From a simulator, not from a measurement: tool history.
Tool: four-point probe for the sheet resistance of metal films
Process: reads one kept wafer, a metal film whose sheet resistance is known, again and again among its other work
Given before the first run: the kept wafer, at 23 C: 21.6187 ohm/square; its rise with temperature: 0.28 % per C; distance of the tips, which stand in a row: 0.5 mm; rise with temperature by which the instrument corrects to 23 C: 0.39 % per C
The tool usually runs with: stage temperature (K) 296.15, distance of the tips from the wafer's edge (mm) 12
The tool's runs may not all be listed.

run	hour	stage temperature (K)	distance of the tips from the wafer's edge (mm)	sheet resistance as the instrument gives it (ohm/square)
1	0	296.15	12	21.585292
2	11	291.15	12	21.689331
3	27.9	291.15	12	21.698727
4	44.2	291.15	12	21.69313
5	57.7	300.15	12	21.489332
6	65.1	302.15	12	21.453432
7	73	302.15	12	21.447869
8	88.4	302.15	12	21.449861
# hour 90: stage's thermometer calibrated
9	99	302.15	12	21.444221
10	116	296.15	4	21.743979
11	128.8	295.15	4	21.772645
12	143.9	293.15	4	21.817266
13	154.7	293.15	4	21.807744
14	163.4	293.15	4	21.81545
15	171.1	300.15	12	21.491995
# hour 181.2: stage's thermometer calibrated, once more
16	183.7	300.15	12	21.52206
17	199.7	294.15	9	21.681928
18	213.2	305.15	46	21.396207
19	227.3	291.15	44	21.717241
20	235.5	296.15	5	21.717046
21	247.6	292.15	62	21.69658
22	254.9	292.15	62	21.698347
23	270.6	300.15	23	21.519972
24	278.7	293.15	24	21.67567
25	290.3	293.15	24	21.671184
26	306.1	293.15	24	21.678706
27	314.6	299.15	9	21.567623
28	325	296.15	8	21.652643
29	335.8	296.15	8	21.648667
30	344.5	296.15	3	21.924894

Measured minus without-hidden-state, run by run (identical run-to-run variation in each term; gauge scatter may differ):
What the log doesn't record here: inner tips' distance over the nominal, %; tips' flats over new ones', %; wafer's true temperature over the reading, C; drift of the gauge itself on sheet_ohm, %.
run	sheet resistance as the instrument gives it (ohm/square)
1	-0.058649
2	-0.058446
3	-0.057357
4	-0.056388
5	-0.054627
6	-0.05403
7	-0.053464
8	-0.052577
9	-0.061147
10	-0.061445
11	-0.060801
12	-0.06024
13	-0.059589
14	-0.05906
15	-0.057243
16	-0.024743
17	-0.023933
18	-0.022974
19	-0.022352
20	-0.021929
21	-0.021198
22	-0.020758
23	-0.019714
24	-0.01928
25	-0.018589
26	-0.017597
27	-0.016973
28	-0.01643
29	-0.015757
30	-0.015438

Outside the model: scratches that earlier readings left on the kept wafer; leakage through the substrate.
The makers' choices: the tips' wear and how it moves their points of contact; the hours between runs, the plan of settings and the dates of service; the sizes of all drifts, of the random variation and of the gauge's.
